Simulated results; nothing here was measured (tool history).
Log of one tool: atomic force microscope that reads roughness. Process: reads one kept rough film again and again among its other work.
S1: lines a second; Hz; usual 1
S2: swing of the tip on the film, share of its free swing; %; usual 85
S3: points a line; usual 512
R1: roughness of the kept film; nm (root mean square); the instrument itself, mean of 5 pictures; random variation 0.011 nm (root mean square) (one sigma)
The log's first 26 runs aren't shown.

run,hour,S1,S2,S3,R1
# hour 1444.1: new tip fitted
27,1467.9,1,85,512,2.379
28,1531.9,2.32,64,556,2.245
29,1607.2,2.32,64,556,2.07
# hour 1627.2: new tip fitted
30,1647,2.32,64,556,2.414
31,1697,2.86,82,534,2.115
32,1755.7,2.65,77,833,2.027
# hour 1813.6: new tip fitted
33,1820.9,1.48,77,326,2.406
34,1867.7,2.11,60,708,2.346
35,1940.1,0.65,75,576,2.162
# hour 1997.7: new tip fitted
36,2007.8,0.88,70,417,2.471
37,2061.9,2.22,85,453,2.15
38,2114.1,0.67,83,512,2.152
# hour 2181: new tip fitted
39,2189.2,0.67,63,273,2.463

Forecast run 40:
40,2224.8,1.46,63,273,?

{"run 40": {"R1": 2.33}}
Without the tool's hidden state the same run would have given R1 2.47 nm (root mean square).

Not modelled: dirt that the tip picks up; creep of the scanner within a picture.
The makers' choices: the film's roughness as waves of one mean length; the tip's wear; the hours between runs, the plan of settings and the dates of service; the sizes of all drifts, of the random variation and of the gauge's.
